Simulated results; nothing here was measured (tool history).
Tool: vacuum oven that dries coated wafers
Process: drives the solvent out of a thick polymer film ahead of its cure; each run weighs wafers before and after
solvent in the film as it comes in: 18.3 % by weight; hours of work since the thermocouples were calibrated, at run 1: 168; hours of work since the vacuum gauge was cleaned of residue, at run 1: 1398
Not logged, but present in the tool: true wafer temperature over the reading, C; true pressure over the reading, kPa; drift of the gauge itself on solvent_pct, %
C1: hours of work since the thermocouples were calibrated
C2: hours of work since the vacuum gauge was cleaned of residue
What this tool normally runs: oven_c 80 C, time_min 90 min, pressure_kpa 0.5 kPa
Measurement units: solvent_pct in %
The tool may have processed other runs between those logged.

{"run": 1, "day": 0.0, "oven_c": 80, "time_min": 90, "pressure_kpa": 0.5, "C1": 168, "C2": 1398, "solvent_pct": 2.68}
{"run": 2, "day": 2.529, "oven_c": 80, "time_min": 90, "pressure_kpa": 1.314, "C1": 200, "C2": 1429, "solvent_pct": 3.02}
{"run": 3, "day": 4.921, "oven_c": 80, "time_min": 90, "pressure_kpa": 1.314, "C1": 230, "C2": 1459, "solvent_pct": 3.01}
{"run": 4, "day": 9.829, "oven_c": 80, "time_min": 90, "pressure_kpa": 1.314, "C1": 292, "C2": 1521, "solvent_pct": 3}
{"day": 10.354, "done": "vacuum gauge cleaned of residue and calibrated"}
{"run": 5, "day": 13.233, "oven_c": 88, "time_min": 90, "pressure_kpa": 0.5, "C1": 333, "C2": 36, "solvent_pct": 1.27}
{"run": 6, "day": 16.721, "oven_c": 74, "time_min": 116, "pressure_kpa": 1.325, "C1": 377, "C2": 80, "solvent_pct": 3.34}
{"run": 7, "day": 18.771, "oven_c": 80, "time_min": 125, "pressure_kpa": 0.5, "C1": 403, "C2": 105, "solvent_pct": 1.43}
{"run": 8, "day": 21.138, "oven_c": 80, "time_min": 125, "pressure_kpa": 0.272, "C1": 432, "C2": 135, "solvent_pct": 1.27}
{"run": 9, "day": 24.371, "oven_c": 80, "time_min": 125, "pressure_kpa": 0.272, "C1": 473, "C2": 176, "solvent_pct": 1.28}
{"run": 10, "day": 29.1, "oven_c": 80, "time_min": 125, "pressure_kpa": 0.272, "C1": 532, "C2": 235, "solvent_pct": 1.28}

Predict each of these 5 candidate next runs independently; none follows another, all start after run 10:
{"run": "A", "day": 32.779, "oven_c": 82, "time_min": 125, "pressure_kpa": 0.284, "C1": 578, "C2": 281, "solvent_pct": "?"}
{"run": "B", "day": 32.779, "oven_c": 86, "time_min": 125, "pressure_kpa": 1.459, "C1": 578, "C2": 281, "solvent_pct": "?"}
{"run": "C", "day": 32.779, "oven_c": 67, "time_min": 124, "pressure_kpa": 0.875, "C1": 578, "C2": 281, "solvent_pct": "?"}
{"run": "D", "day": 32.779, "oven_c": 70, "time_min": 90, "pressure_kpa": 0.356, "C1": 578, "C2": 281, "solvent_pct": "?"}
{"run": "E", "day": 32.779, "oven_c": 80, "time_min": 47, "pressure_kpa": 1.599, "C1": 578, "C2": 281, "solvent_pct": "?"}

run=A solvent_pct=1.06
run=B solvent_pct=1.16
run=C solvent_pct=4.44
run=D solvent_pct=4.99
run=E solvent_pct=6.25
Had the tool no hidden state, the same runs would have come out as:
run=A solvent_pct=1.07
run=B solvent_pct=1.17
run=C solvent_pct=4.45
run=D solvent_pct=5
run=E solvent_pct=6.26
